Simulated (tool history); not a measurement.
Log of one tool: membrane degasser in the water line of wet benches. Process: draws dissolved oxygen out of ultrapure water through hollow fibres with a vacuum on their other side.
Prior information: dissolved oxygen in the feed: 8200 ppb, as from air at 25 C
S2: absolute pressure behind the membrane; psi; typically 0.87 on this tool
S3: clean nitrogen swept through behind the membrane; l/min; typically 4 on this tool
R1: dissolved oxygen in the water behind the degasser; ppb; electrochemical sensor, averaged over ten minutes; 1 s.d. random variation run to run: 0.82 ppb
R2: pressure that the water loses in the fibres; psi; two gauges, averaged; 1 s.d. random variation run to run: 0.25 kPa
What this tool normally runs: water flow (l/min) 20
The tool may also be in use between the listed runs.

{"run": 1, "day": 0.0, "water flow (l/min)": 20, "S2": 0.87, "S3": 4, "R1": 77.5, "R2": 9.559}
{"run": 2, "day": 3.275, "water flow (l/min)": 20, "S2": 0.87, "S3": 4, "R1": 77.1, "R2": 9.504}
{"run": 3, "day": 6.138, "water flow (l/min)": 20, "S2": 0.87, "S3": 4, "R1": 77, "R2": 9.564}
{"run": 4, "day": 9.783, "water flow (l/min)": 20, "S2": 0.87, "S3": 4, "R1": 75.6, "R2": 9.549}
{"run": 5, "day": 13.008, "water flow (l/min)": 20, "S2": 0.87, "S3": 4, "R1": 75.8, "R2": 9.538}
{"run": 6, "day": 15.575, "water flow (l/min)": 15, "S2": 0.87, "S3": 4, "R1": 35.8, "R2": 7.171}
{"run": 7, "day": 17.929, "water flow (l/min)": 20, "S2": 0.87, "S3": 4, "R1": 76.3, "R2": 9.542}
{"run": 8, "day": 21.854, "water flow (l/min)": 20, "S2": 0.87, "S3": 2.67, "R1": 93.4, "R2": 9.533}
{"run": 9, "day": 26.667, "water flow (l/min)": 20, "S2": 0.87, "S3": 2.67, "R1": 93.6, "R2": 9.47}
{"run": 10, "day": 29.533, "water flow (l/min)": 18, "S2": 1.636, "S3": 2.79, "R1": 150.5, "R2": 8.543}
{"run": 11, "day": 32.55, "water flow (l/min)": 17, "S2": 1.864, "S3": 11.38, "R1": 54.2, "R2": 8.067}
{"run": 12, "day": 35.25, "water flow (l/min)": 20, "S2": 1.352, "S3": 5.17, "R1": 101, "R2": 9.568}
{"run": 13, "day": 39.446, "water flow (l/min)": 20, "S2": 1.352, "S3": 5.17, "R1": 101.4, "R2": 9.478}
{"run": 14, "day": 41.725, "water flow (l/min)": 22, "S2": 1.433, "S3": 11.44, "R1": 93.9, "R2": 10.464}
{"run": 15, "day": 45.996, "water flow (l/min)": 22, "S2": 1.433, "S3": 11.44, "R1": 96.8, "R2": 10.359}
{"run": 16, "day": 50.275, "water flow (l/min)": 20, "S2": 1.211, "S3": 4.77, "R1": 96.2, "R2": 9.423}
{"run": 17, "day": 53.7, "water flow (l/min)": 20, "S2": 1.211, "S3": 4.77, "R1": 97.1, "R2": 9.416}
{"run": 18, "day": 57.217, "water flow (l/min)": 13, "S2": 2.036, "S3": 4, "R1": 90.4, "R2": 6.157}

Consider 4 possible next runs. They are alternatives, not a sequence: every one starts from the tool as it was left by run 18. What does each give?
{"run": "A", "day": 59.95, "water flow (l/min)": 20, "S2": 1.301, "S3": 7.89, "R1": "?", "R2": "?"}
{"run": "B", "day": 59.95, "water flow (l/min)": 24, "S2": 2.048, "S3": 7.01, "R1": "?", "R2": "?"}
{"run": "C", "day": 59.95, "water flow (l/min)": 18, "S2": 1.273, "S3": 4, "R1": "?", "R2": "?"}
{"run": "D", "day": 59.95, "water flow (l/min)": 13, "S2": 2.036, "S3": 8.06, "R1": "?", "R2": "?"}

run=A R1=79.9 R2=9.488
run=B R1=180.5 R2=11.319
run=C R1=86.5 R2=8.533
run=D R1=48.5 R2=6.155
Had the tool no hidden state, the same runs would have come out as:
run=A R1=79.9 R2=9.574
run=B R1=180.4 R2=11.42
run=C R1=86.5 R2=8.609
run=D R1=48.5 R2=6.211

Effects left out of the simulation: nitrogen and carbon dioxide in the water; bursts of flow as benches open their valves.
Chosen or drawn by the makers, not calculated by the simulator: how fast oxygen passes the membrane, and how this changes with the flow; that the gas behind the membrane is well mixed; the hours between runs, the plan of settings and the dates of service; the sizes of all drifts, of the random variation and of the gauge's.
